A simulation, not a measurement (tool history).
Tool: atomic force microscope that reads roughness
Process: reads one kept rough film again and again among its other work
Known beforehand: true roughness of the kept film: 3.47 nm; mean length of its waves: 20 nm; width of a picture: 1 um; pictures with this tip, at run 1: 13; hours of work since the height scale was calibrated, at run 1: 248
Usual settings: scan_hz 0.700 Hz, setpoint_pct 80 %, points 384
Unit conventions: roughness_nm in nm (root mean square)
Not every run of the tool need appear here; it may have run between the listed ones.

run   hour  scan_hz  setpoint_pct  points  pictures with this tip  hours of work since the height scale was calibrated  roughness_nm
  1    0.0    0.700            80     384                      13                                                  248         2.553
  2    7.5    0.700            80     384                      23                                                  253         2.490
  3   15.5    0.700            80     384                      34                                                  259         2.476
  4   23.6    0.700            80     384                      45                                                  265         2.407
  5   34.7    0.700            80     384                      60                                                  273         2.349
  6   42.4    0.700            80     384                      70                                                  279         2.321
  7   47.7    0.700            80     384                      77                                                  283         2.306
  8   56.5    0.700            80     384                      89                                                  289         2.232
  9   61.8    0.700            80     384                      96                                                  293         2.204
 10   68.1    0.700            80     384                     105                                                  298         2.196
 11   76.4    2.414            80     384                     116                                                  304         1.983
 12   84.6    0.700            80     644                     127                                                  310         2.151
 13   89.5    0.700            80     384                     133                                                  314         2.100
 14  101.0    0.700            80     384                     149                                                  322         2.036
 15  107.0    0.700            80     384                     157                                                  326         2.031
 16  115.4    0.700            80     384                     168                                                  333         1.991
 17  123.2    1.927            68     873                     178                                                  338         1.951
 18  130.5    1.927            68     873                     188                                                  344         1.929
 19  141.2    1.927            68     873                     203                                                  352         1.881
 20  148.0    0.505            68     873                     212                                                  357         1.937
 21  158.9    1.977            57     497                     226                                                  365         1.853
     168.8  -- new tip fitted
 22  170.4    1.585            55     388                       2                                                  373         2.694
 23  178.6    2.436            67     384                      13                                                  379         2.534
 24  185.0    0.815            66     371                      22                                                  384         2.564
 25  196.8    0.815            66     371                      38                                                  392         2.482
 26  207.4    0.700            80     342                      52                                                  400         2.394
 27  213.7    0.700            80     342                      60                                                  405         2.353
 28  221.7    1.836            60     316                      71                                                  411         2.340
 29  233.2    1.168            67     317                      86                                                  419         2.271

4 options for the next run, each taken on its own from the tool as it stands now. Forecast them:
  A  239.9    0.878            61     399                      95                                                  424             ?
  B  239.9    0.642            67     317                      95                                                  424             ?
  C  239.9    1.114            73    1013                      95                                                  424             ?
  D  239.9    2.522            89     989                      95                                                  424             ?

run  roughness_nm
  A         2.287
  B         2.245
  C         2.266
  D         1.940
Stripped of hidden state, with their random variation kept, the same runs would have yielded:
run  roughness_nm
  A         2.719
  B         2.671
  C         2.695
  D         2.308

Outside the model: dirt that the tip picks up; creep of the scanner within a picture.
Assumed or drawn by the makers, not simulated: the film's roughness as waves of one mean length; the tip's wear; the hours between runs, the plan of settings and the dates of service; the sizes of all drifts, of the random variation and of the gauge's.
